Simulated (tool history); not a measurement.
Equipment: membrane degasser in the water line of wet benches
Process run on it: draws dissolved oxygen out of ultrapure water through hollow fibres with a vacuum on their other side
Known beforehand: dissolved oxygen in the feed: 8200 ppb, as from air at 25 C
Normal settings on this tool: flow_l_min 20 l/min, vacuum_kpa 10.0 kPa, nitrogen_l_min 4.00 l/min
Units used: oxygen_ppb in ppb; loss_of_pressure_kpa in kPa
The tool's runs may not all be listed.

| run | hour | flow_l_min | vacuum_kpa | nitrogen_l_min | oxygen_ppb | loss_of_pressure_kpa |
|---|---|---|---|---|---|---|
| 1 | 0.0 | 20 | 10.0 | 4.00 | 90.0 | 36.44 |
| 2 | 155.4 | 20 | 10.0 | 4.00 | 90.9 | 36.11 |
| 3 | 319.7 | 20 | 10.0 | 4.00 | 90.2 | 36.33 |
|  | 371.9 | membrane cartridge changed |
| 4 | 515.1 | 20 | 10.0 | 4.00 | 88.3 | 33.74 |
| 5 | 661.8 | 20 | 12.7 | 4.00 | 120.1 | 33.99 |
| 6 | 937.4 | 20 | 12.7 | 3.98 | 123.0 | 33.87 |

Estimate the outcome of run 7 from the log above:
| 7 | 1290.2 | 20 | 12.7 | 3.98 | ? | ? |

{"run 7": {"oxygen_ppb": 123.3, "loss_of_pressure_kpa": 34.16}}
Take away the tool's hidden state, keep the run-to-run variation as it was, and the same run would have given oxygen_ppb 119.6 ppb, loss_of_pressure_kpa 33.98 kPa.

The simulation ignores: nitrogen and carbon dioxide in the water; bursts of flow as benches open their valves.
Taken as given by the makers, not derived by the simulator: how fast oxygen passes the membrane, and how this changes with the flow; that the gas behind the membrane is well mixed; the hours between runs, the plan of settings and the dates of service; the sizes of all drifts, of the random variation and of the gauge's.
